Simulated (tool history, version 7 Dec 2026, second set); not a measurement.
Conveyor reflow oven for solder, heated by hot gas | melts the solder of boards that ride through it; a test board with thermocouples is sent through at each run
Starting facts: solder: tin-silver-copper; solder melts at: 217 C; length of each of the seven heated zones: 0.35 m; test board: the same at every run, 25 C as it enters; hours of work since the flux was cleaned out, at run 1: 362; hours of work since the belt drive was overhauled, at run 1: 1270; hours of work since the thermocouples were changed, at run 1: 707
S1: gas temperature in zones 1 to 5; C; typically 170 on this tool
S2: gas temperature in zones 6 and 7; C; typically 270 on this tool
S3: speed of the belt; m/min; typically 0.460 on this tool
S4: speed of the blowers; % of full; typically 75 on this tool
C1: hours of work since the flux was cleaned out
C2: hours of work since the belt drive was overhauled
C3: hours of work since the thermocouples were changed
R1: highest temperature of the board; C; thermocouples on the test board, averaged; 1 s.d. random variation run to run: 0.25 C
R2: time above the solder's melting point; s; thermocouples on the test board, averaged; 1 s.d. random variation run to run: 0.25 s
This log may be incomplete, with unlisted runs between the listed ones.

{"run": 1, "hour": 0.0, "S1": 170, "S2": 270, "S3": 0.46, "S4": 75, "C1": 362, "C2": 1270, "C3": 707, "R1": 253.9, "R2": 69.0}
{"run": 2, "hour": 23.7, "S1": 170, "S2": 270, "S3": 0.46, "S4": 75, "C1": 379, "C2": 1287, "C3": 724, "R1": 253.7, "R2": 68.6}
{"run": 3, "hour": 58.4, "S1": 170, "S2": 270, "S3": 0.46, "S4": 75, "C1": 403, "C2": 1312, "C3": 749, "R1": 254.0, "R2": 68.3}
{"hour": 87.7, "done": "flux residue cleaned out of gas plates and filters"}
{"run": 4, "hour": 109.0, "S1": 170, "S2": 270, "S3": 0.46, "S4": 75, "C1": 15, "C2": 1345, "C3": 781, "R1": 256.8, "R2": 71.6}
{"run": 5, "hour": 130.8, "S1": 170, "S2": 270, "S3": 0.46, "S4": 75, "C1": 31, "C2": 1360, "C3": 797, "R1": 256.3, "R2": 71.4}
{"run": 6, "hour": 159.7, "S1": 158, "S2": 270, "S3": 0.46, "S4": 75, "C1": 51, "C2": 1381, "C3": 818, "R1": 254.6, "R2": 65.7}
{"run": 7, "hour": 185.7, "S1": 158, "S2": 270, "S3": 0.46, "S4": 75, "C1": 70, "C2": 1399, "C3": 836, "R1": 254.5, "R2": 65.3}
{"run": 8, "hour": 222.9, "S1": 158, "S2": 270, "S3": 0.46, "S4": 75, "C1": 97, "C2": 1426, "C3": 863, "R1": 254.2, "R2": 65.3}
{"run": 9, "hour": 272.9, "S1": 158, "S2": 270, "S3": 0.46, "S4": 75, "C1": 132, "C2": 1462, "C3": 898, "R1": 254.6, "R2": 65.5}
{"run": 10, "hour": 324.0, "S1": 160, "S2": 270, "S3": 0.46, "S4": 75, "C1": 169, "C2": 1498, "C3": 935, "R1": 254.3, "R2": 65.6}
{"run": 11, "hour": 357.0, "S1": 160, "S2": 270, "S3": 0.46, "S4": 75, "C1": 192, "C2": 1522, "C3": 958, "R1": 254.2, "R2": 65.8}
{"run": 12, "hour": 402.5, "S1": 170, "S2": 274, "S3": 0.46, "S4": 75, "C1": 225, "C2": 1554, "C3": 991, "R1": 258.9, "R2": 73.7}
{"run": 13, "hour": 451.0, "S1": 170, "S2": 274, "S3": 0.46, "S4": 75, "C1": 259, "C2": 1589, "C3": 1025, "R1": 259.4, "R2": 72.9}
{"run": 14, "hour": 499.4, "S1": 170, "S2": 274, "S3": 0.46, "S4": 75, "C1": 294, "C2": 1623, "C3": 1060, "R1": 258.7, "R2": 72.7}
{"run": 15, "hour": 525.1, "S1": 170, "S2": 274, "S3": 0.46, "S4": 71, "C1": 312, "C2": 1642, "C3": 1078, "R1": 257.9, "R2": 72.1}
{"run": 16, "hour": 556.1, "S1": 176, "S2": 270, "S3": 0.487, "S4": 75, "C1": 334, "C2": 1664, "C3": 1100, "R1": 254.6, "R2": 67.8}
{"run": 17, "hour": 589.2, "S1": 181, "S2": 278, "S3": 0.461, "S4": 62, "C1": 358, "C2": 1687, "C3": 1124, "R1": 261.2, "R2": 78.3}
{"hour": 600.4, "done": "thermocouples of zones 6 and 7 changed"}
{"hour": 639.3, "done": "belt drive overhauled, speed set with a stopwatch"}
{"run": 18, "hour": 639.4, "S1": 176, "S2": 285, "S3": 0.389, "S4": 57, "C1": 389, "C2": 0, "C3": 25, "R1": 268.7, "R2": 94.4}
{"run": 19, "hour": 678.1, "S1": 176, "S2": 285, "S3": 0.389, "S4": 57, "C1": 417, "C2": 28, "C3": 53, "R1": 268.4, "R2": 94.8}
{"hour": 690.5, "done": "flux residue cleaned out of gas plates and filters"}
{"run": 20, "hour": 721.1, "S1": 176, "S2": 285, "S3": 0.453, "S4": 57, "C1": 22, "C2": 55, "C3": 80, "R1": 264.7, "R2": 78.5}
{"run": 21, "hour": 771.4, "S1": 176, "S2": 260, "S3": 0.467, "S4": 54, "C1": 58, "C2": 91, "C3": 116, "R1": 242.0, "R2": 56.4}
{"run": 22, "hour": 793.7, "S1": 176, "S2": 260, "S3": 0.467, "S4": 54, "C1": 74, "C2": 107, "C3": 132, "R1": 241.9, "R2": 56.2}

Consider 3 possible next runs. They are alternatives, not a sequence: every one starts from the tool as it was left by run 22. What does each give?
{"run": "A", "hour": 829.0, "S1": 176, "S2": 279, "S3": 0.467, "S4": 54, "C1": 99, "C2": 132, "C3": 157, "R1": "?", "R2": "?"}
{"run": "B", "hour": 829.0, "S1": 163, "S2": 280, "S3": 0.467, "S4": 90, "C1": 99, "C2": 132, "C3": 157, "R1": "?", "R2": "?"}
{"run": "C", "hour": 829.0, "S1": 170, "S2": 277, "S3": 0.46, "S4": 75, "C1": 99, "C2": 132, "C3": 157, "R1": "?", "R2": "?"}

run=A R1=257.3 R2=70.8
run=B R1=265.5 R2=72.6
run=C R1=261.1 R2=73.5
The same runs, with their run-to-run variation unchanged, on a tool lacking any hidden condition would have given:
run=A R1=257.4 R2=70.9
run=B R1=265.7 R2=72.7
run=C R1=261.3 R2=73.7

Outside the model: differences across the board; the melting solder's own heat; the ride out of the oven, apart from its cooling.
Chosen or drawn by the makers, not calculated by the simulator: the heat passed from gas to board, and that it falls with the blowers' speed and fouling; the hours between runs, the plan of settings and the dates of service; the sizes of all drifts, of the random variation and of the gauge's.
